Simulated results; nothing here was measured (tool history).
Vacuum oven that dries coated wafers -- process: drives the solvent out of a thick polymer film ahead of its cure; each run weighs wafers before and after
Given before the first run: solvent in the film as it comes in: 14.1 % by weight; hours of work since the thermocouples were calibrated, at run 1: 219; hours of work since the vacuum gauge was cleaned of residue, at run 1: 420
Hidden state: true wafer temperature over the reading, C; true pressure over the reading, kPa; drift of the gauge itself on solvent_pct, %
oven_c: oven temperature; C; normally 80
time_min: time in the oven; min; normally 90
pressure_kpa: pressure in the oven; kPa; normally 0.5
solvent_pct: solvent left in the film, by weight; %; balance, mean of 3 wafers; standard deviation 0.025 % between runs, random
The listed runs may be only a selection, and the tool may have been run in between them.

run,hour,oven_c,time_min,pressure_kpa,hours of work since the thermocouples were calibrated,hours of work since the vacuum gauge was cleaned of residue,solvent_pct
1,0,80,90,0.5,219,420,0.66
2,9.6,80,90,0.5,224,424,0.69
3,27.3,80,90,0.5,231,432,0.71
4,45.3,80,90,0.55,239,440,0.76
5,61.1,80,90,0.55,246,447,0.69
6,69.1,80,65,0.5,250,450,1.33
7,77.9,80,65,0.5,254,454,1.3
8,87.2,80,65,0.5,258,458,1.28
9,94.9,80,90,0.5,261,461,0.68
10,108.8,80,90,0.5,267,467,0.64
11,119.6,80,90,1.244,272,472,1.06
12,128.5,80,90,1.244,276,476,1.05
13,138.6,80,90,0.5,280,481,0.76
14,148.1,80,90,0.5,284,485,0.66
15,159.8,80,90,0.5,290,490,0.72
16,167.4,80,90,0.5,293,493,0.66
17,176.4,80,90,0.5,297,497,0.65
18,185.5,80,90,0.5,301,501,0.72
19,194.5,87,90,0.5,305,505,0.29
20,204,83,117,0.5,309,509,0.27
21,213.4,88,90,0.5,313,513,0.25
22,223.6,71,46,1.459,318,518,5.4
23,237.1,71,46,1.459,324,524,5.39
24,250,75,72,0.666,329,529,2.19
25,266.1,94,67,0.875,336,537,0.26
26,277.2,94,82,1.341,341,541,0.37
27,284.9,75,45,0.5,345,545,3.85
28,298.9,91,45,1.438,351,551,0.88
29,315.2,86,139,1.745,358,558,0.67
30,323.5,86,139,0.314,361,562,0.16
31,340.3,86,139,0.314,369,569,0.15
32,357.3,86,82,0.529,376,577,0.33
33,372.5,78,69,1.412,383,583,1.96
34,388,92,69,0.646,390,590,0.24
35,397.8,92,69,0.646,394,594,0.25

Consider 3 possible next runs. They are alternatives, not a sequence: every one starts from the tool as it was left by run 35. What does each give?
A,408.1,79,90,0.268,399,599,?
B,408.1,77,60,0.5,399,599,?
C,408.1,95,81,0.361,399,599,?

run,solvent_pct
A,0.76
B,2.19
C,0.13
Take away the tool's hidden state, keep each run's random variation, and the runs would have read:
run,solvent_pct
A,0.64
B,2.04
C,0.08
